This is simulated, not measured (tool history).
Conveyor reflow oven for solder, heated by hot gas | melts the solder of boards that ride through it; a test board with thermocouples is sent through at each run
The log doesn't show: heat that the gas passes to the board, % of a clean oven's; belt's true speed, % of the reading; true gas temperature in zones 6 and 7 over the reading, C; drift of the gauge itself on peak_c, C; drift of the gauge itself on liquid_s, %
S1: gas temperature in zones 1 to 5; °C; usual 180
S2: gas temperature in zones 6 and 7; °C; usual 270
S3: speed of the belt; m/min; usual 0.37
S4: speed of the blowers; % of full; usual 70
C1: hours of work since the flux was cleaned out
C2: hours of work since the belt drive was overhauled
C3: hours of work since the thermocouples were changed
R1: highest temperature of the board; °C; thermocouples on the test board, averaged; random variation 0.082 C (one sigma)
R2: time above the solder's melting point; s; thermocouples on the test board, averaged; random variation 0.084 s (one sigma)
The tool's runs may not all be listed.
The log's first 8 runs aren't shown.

| run | hour | S1 | S2 | S3 | S4 | C1 | C2 | C3 | R1 | R2 |
|---|---|---|---|---|---|---|---|---|---|---|
|  | 76.1 | flux residue cleaned out of gas plates and filters |
| 9 | 78.1 | 180 | 270 | 0.37 | 65 | 1 | 79 | 170 | 256.7 | 79.68 |
| 10 | 87.9 | 180 | 270 | 0.37 | 65 | 8 | 86 | 176 | 256.59 | 79.76 |
| 11 | 93.2 | 193 | 270 | 0.37 | 70 | 11 | 89 | 180 | 259.31 | 88.76 |
| 12 | 99.3 | 180 | 270 | 0.361 | 70 | 15 | 93 | 184 | 258.13 | 83.04 |
| 13 | 108.3 | 180 | 270 | 0.37 | 70 | 21 | 99 | 190 | 257.35 | 80.33 |
| 14 | 116.6 | 180 | 270 | 0.37 | 70 | 27 | 105 | 196 | 257.32 | 80.3 |
| 15 | 121.3 | 180 | 270 | 0.37 | 70 | 30 | 108 | 199 | 257.28 | 80.37 |
| 16 | 131.8 | 181 | 270 | 0.37 | 70 | 37 | 115 | 206 | 257.57 | 80.84 |
| 17 | 137.1 | 188 | 283 | 0.37 | 52 | 40 | 119 | 209 | 266.91 | 90.09 |
| 18 | 143.8 | 188 | 275 | 0.431 | 66 | 45 | 123 | 214 | 257.68 | 71.71 |
| 19 | 149.8 | 168 | 269 | 0.372 | 65 | 49 | 127 | 218 | 253.59 | 71.37 |
| 20 | 158.1 | 168 | 269 | 0.372 | 65 | 54 | 133 | 223 | 253.5 | 71.38 |
| 21 | 165 | 191 | 280 | 0.379 | 90 | 59 | 137 | 228 | 269.42 | 90.97 |
| 22 | 171.4 | 180 | 281 | 0.37 | 65 | 63 | 141 | 232 | 266.15 | 86 |
| 23 | 181.3 | 180 | 260 | 0.37 | 65 | 70 | 148 | 238 | 247.66 | 72.11 |
| 24 | 190 | 184 | 280 | 0.37 | 65 | 76 | 154 | 244 | 265.81 | 87.8 |
| 25 | 195.8 | 184 | 280 | 0.37 | 65 | 79 | 158 | 248 | 266.01 | 87.9 |
| 26 | 200.9 | 184 | 280 | 0.37 | 65 | 83 | 161 | 251 | 265.98 | 87.78 |
| 27 | 205.7 | 171 | 278 | 0.37 | 70 | 86 | 164 | 255 | 262.83 | 80.3 |
| 28 | 210.3 | 180 | 268 | 0.4 | 61 | 89 | 167 | 258 | 251.65 | 68.77 |
| 29 | 218.5 | 180 | 280 | 0.4 | 53 | 95 | 173 | 263 | 260.19 | 74.81 |
| 30 | 227.6 | 180 | 280 | 0.4 | 53 | 101 | 179 | 269 | 259.96 | 74.98 |
| 31 | 236.6 | 180 | 270 | 0.401 | 70 | 107 | 185 | 275 | 254.71 | 71.56 |
| 32 | 245.3 | 180 | 270 | 0.384 | 70 | 112 | 190 | 281 | 256.15 | 76.05 |

Forecast each of these 3 alternatives for the next run:
| A | 253.3 | 174 | 270 | 0.327 | 74 | 118 | 196 | 286 | ? | ? |
| B | 253.3 | 180 | 265 | 0.439 | 66 | 118 | 196 | 286 | ? | ? |
| C | 253.3 | 180 | 269 | 0.392 | 69 | 118 | 196 | 286 | ? | ? |

| run | R1 | R2 |
|---|---|---|
| A | 259.98 | 91.45 |
| B | 246.78 | 58.02 |
| C | 254.36 | 73.19 |
Without the tool's hidden state the same runs would have given:
| run | R1 | R2 |
|---|---|---|
| A | 260.1 | 91.61 |
| B | 247.14 | 58.55 |
| C | 254.62 | 73.5 |
